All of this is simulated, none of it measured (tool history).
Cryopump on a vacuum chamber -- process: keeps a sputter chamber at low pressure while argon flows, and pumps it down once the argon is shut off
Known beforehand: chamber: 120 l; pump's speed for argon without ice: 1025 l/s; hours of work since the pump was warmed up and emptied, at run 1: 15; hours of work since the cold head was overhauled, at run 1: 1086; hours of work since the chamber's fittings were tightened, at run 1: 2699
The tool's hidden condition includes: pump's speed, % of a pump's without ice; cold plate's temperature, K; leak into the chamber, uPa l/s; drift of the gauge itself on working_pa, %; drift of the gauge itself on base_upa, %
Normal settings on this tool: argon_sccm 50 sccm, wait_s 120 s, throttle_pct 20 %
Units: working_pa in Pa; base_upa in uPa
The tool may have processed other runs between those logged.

run	hour	argon_sccm	wait_s	throttle_pct	hours of work since the pump was warmed up and emptied	hours of work since the cold head was overhauled	hours of work since the chamber's fittings were tightened	working_pa	base_upa
1	0.0	50	120	20	15	1086	2699	0.4152	3.90
2	37.1	50	120	20	33	1104	2717	0.4138	4.00
3	78.4	50	120	20	53	1124	2737	0.4167	4.02
4	137.8	50	120	20	82	1153	2766	0.4171	4.09
5	168.7	50	120	20	97	1168	2781	0.4150	3.98
6	228.4	50	113	20	126	1197	2810	0.4191	4.18
# hour 246.3: leaking fittings of the chamber tightened, without venting
7	271.5	50	113	20	146	1217	12	0.4191	1.22
8	342.5	50	63	20	181	1252	47	0.4181	1.91
9	404.6	50	63	20	211	1282	77	0.4208	1.93
10	450.2	50	63	20	233	1304	99	0.4157	1.92
11	484.0	50	120	20	250	1320	116	0.4191	1.28
12	537.1	50	120	20	276	1346	142	0.4219	1.26
13	588.0	35	120	20	300	1371	166	0.2946	1.28
14	621.0	26	120	20	316	1387	182	0.2199	1.32
15	685.4	26	71	48	348	1418	214	0.0953	1.90
16	727.3	26	73	28	368	1439	234	0.1572	1.94
17	784.1	26	73	28	396	1466	262	0.1605	1.92
18	847.1	26	73	28	426	1497	292	0.1604	2.03
19	894.1	81	24	20	449	1520	315	0.6911	4.67
20	959.2	66	24	24	481	1552	347	0.4734	4.76
21	991.7	86	89	24	497	1567	363	0.6140	1.88
22	1034.3	86	89	24	517	1588	383	0.6151	1.88
23	1101.4	98	120	32	550	1621	416	0.5386	1.61
24	1134.2	98	120	32	566	1637	432	0.5359	1.68
25	1179.6	50	49	54	588	1659	454	0.1707	2.85
26	1234.5	50	35	20	615	1686	481	0.4313	3.62
27	1269.8	50	120	29	632	1703	498	0.3046	1.75
28	1315.1	50	71	20	654	1725	520	0.4309	2.34

Here are 3 independent what-if runs from the current tool condition. What would each one return?
A	1360.2	25	103	19	676	1747	542	?	?
B	1360.2	50	71	15	676	1747	542	?	?
C	1360.2	80	71	54	676	1747	542	?	?

run	working_pa	base_upa
A	0.2275	1.93
B	0.5686	2.34
C	0.2777	2.35
The same runs, with their run-to-run variation unchanged, on a tool lacking any hidden condition would have given:
run	working_pa	base_upa
A	0.2174	1.19
B	0.5484	1.61
C	0.2453	1.62

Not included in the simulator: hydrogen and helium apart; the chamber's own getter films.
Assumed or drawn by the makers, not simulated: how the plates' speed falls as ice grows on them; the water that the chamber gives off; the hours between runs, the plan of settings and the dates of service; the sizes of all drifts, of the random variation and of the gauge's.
